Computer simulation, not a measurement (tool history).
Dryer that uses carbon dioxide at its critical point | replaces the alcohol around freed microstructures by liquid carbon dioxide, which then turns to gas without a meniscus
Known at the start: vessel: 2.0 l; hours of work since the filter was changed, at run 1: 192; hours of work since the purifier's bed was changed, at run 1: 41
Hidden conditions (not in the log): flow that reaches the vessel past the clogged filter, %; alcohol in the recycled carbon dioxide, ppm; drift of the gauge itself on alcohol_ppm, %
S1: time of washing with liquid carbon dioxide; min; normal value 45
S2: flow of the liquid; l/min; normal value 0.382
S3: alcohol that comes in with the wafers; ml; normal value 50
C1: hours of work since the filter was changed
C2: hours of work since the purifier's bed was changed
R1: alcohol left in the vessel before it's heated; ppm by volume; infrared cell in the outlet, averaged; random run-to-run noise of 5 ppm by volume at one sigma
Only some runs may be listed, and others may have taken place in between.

run,hour,S1,S2,S3,C1,C2,R1
1,0.0,45,0.382,50,192,41,36
2,7.6,45,0.395,50,194,43,27
3,14.0,50,0.382,50,196,45,33
4,21.7,50,0.382,50,199,48,24
5,29.3,50,0.382,50,201,50,34
6,36.3,50,0.382,50,204,53,23
7,45.0,50,0.382,50,207,56,30
8,53.2,50,0.382,50,210,59,24
9,59.8,50,0.382,50,212,61,34
10,65.4,50,0.382,50,214,63,27
11,72.8,56,0.382,50,216,65,33
12,80.6,56,0.382,50,219,68,29
13,84.9,56,0.382,50,220,69,25
14,90.8,45,0.382,30,222,71,40
15,95.4,45,0.382,30,224,73,45
16,103.8,45,0.370,39,227,76,46
17,112.7,39,0.382,50,230,79,88
18,118.1,39,0.382,50,231,80,81
19,126.7,64,0.530,50,234,83,32
20,135.1,64,0.530,50,237,86,34
21,139.0,56,0.504,31,238,87,37
22,143.6,56,0.504,31,240,89,38
23,147.4,48,0.504,40,241,90,33
24,155.1,48,0.504,40,244,93,33
25,162.7,37,0.382,34,246,95,100
26,171.4,37,0.382,34,249,98,92
27,176.1,37,0.382,34,251,100,93
28,179.7,30,0.382,25,252,101,159

What if the next run were any one of these 4? Each begins from the tool's condition after run 28:
A,188.3,45,0.311,50,255,104,?
B,188.3,45,0.382,30,255,104,?
C,188.3,45,0.260,50,255,104,?
D,188.3,35,0.382,23,255,104,?

run,R1
A,132
B,63
C,263
D,93
Stripped of hidden state, with their random variation kept, the same runs would have yielded:
run,R1
A,67
B,24
C,161
D,42
